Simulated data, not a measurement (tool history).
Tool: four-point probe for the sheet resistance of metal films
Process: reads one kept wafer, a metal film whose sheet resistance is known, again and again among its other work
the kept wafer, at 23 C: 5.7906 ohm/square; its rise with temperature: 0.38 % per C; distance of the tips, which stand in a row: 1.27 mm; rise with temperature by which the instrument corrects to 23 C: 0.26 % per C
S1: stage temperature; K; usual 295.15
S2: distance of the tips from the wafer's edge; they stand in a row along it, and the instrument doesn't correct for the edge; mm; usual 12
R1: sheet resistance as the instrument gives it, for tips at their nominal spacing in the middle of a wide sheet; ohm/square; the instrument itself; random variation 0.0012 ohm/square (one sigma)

{"run": 1, "day": 0.0, "S1": 295.15, "S2": 12, "R1": 5.803557}
{"run": 2, "day": 1.204, "S1": 299.15, "S2": 12, "R1": 5.829206}
{"run": 3, "day": 2.104, "S1": 299.15, "S2": 12, "R1": 5.828783}
{"run": 4, "day": 3.379, "S1": 299.15, "S2": 12, "R1": 5.823995}
{"run": 5, "day": 5.062, "S1": 295.15, "S2": 11, "R1": 5.80827}
{"run": 6, "day": 6.133, "S1": 295.15, "S2": 12, "R1": 5.799328}
{"run": 7, "day": 7.283, "S1": 295.15, "S2": 12, "R1": 5.79916}
{"run": 8, "day": 8.15, "S1": 295.15, "S2": 12, "R1": 5.799389}
{"run": 9, "day": 9.646, "S1": 293.15, "S2": 12, "R1": 5.783627}
{"run": 10, "day": 10.796, "S1": 293.15, "S2": 12, "R1": 5.782456}
{"run": 11, "day": 11.583, "S1": 295.15, "S2": 12, "R1": 5.799432}
{"run": 12, "day": 12.967, "S1": 295.15, "S2": 12, "R1": 5.798136}
{"run": 13, "day": 14.346, "S1": 295.15, "S2": 12, "R1": 5.795924}
{"run": 14, "day": 15.517, "S1": 295.15, "S2": 12, "R1": 5.796542}
{"run": 15, "day": 16.925, "S1": 295.15, "S2": 12, "R1": 5.791433}
{"run": 16, "day": 18.133, "S1": 295.15, "S2": 12, "R1": 5.794601}
{"day": 18.275, "done": "stage's thermometer calibrated"}
{"run": 17, "day": 18.962, "S1": 295.15, "S2": 12, "R1": 5.792586}
{"run": 18, "day": 19.988, "S1": 295.15, "S2": 12, "R1": 5.78936}
{"run": 19, "day": 21.483, "S1": 295.15, "S2": 12, "R1": 5.791423}
{"run": 20, "day": 22.962, "S1": 295.15, "S2": 12, "R1": 5.790389}
{"run": 21, "day": 24.25, "S1": 294.15, "S2": 12, "R1": 5.783032}
{"run": 22, "day": 25.096, "S1": 292.15, "S2": 12, "R1": 5.768561}
{"run": 23, "day": 26.067, "S1": 299.15, "S2": 12, "R1": 5.814789}
{"run": 24, "day": 27.308, "S1": 294.15, "S2": 9, "R1": 5.803893}
{"day": 28.571, "done": "stage's thermometer calibrated, once more"}
{"run": 25, "day": 29.075, "S1": 294.15, "S2": 9, "R1": 5.817403}
{"run": 26, "day": 30.304, "S1": 303.15, "S2": 70, "R1": 5.813891}
{"run": 27, "day": 31.817, "S1": 306.15, "S2": 3, "R1": 6.338817}
{"run": 28, "day": 32.842, "S1": 306.15, "S2": 3, "R1": 6.341263}
{"run": 29, "day": 34.158, "S1": 306.15, "S2": 70, "R1": 5.829669}
{"run": 30, "day": 35.858, "S1": 302.15, "S2": 27, "R1": 5.810927}
{"run": 31, "day": 37.117, "S1": 296.15, "S2": 51, "R1": 5.765401}
{"run": 32, "day": 38.504, "S1": 296.15, "S2": 51, "R1": 5.765743}
{"run": 33, "day": 40.158, "S1": 296.15, "S2": 51, "R1": 5.7647}
{"run": 34, "day": 41.238, "S1": 295.15, "S2": 11, "R1": 5.798249}
{"run": 35, "day": 42.996, "S1": 301.15, "S2": 16, "R1": 5.816078}
{"run": 36, "day": 44.712, "S1": 297.15, "S2": 18, "R1": 5.782864}
{"run": 37, "day": 45.875, "S1": 295.15, "S2": 35, "R1": 5.758028}
{"run": 38, "day": 47.208, "S1": 292.15, "S2": 19, "R1": 5.747913}

3 ways to go on from here, each from the tool as it stands after run 38. What would each give?
{"run": "A", "day": 48.358, "S1": 299.15, "S2": 12, "R1": "?"}
{"run": "B", "day": 48.358, "S1": 305.15, "S2": 17, "R1": "?"}
{"run": "C", "day": 48.358, "S1": 297.15, "S2": 11, "R1": "?"}

run=A R1=5.814827
run=B R1=5.835368
run=C R1=5.807358
Without the tool's hidden state the same runs would have given:
run=A R1=5.845883
run=B R1=5.866503
run=C R1=5.838384
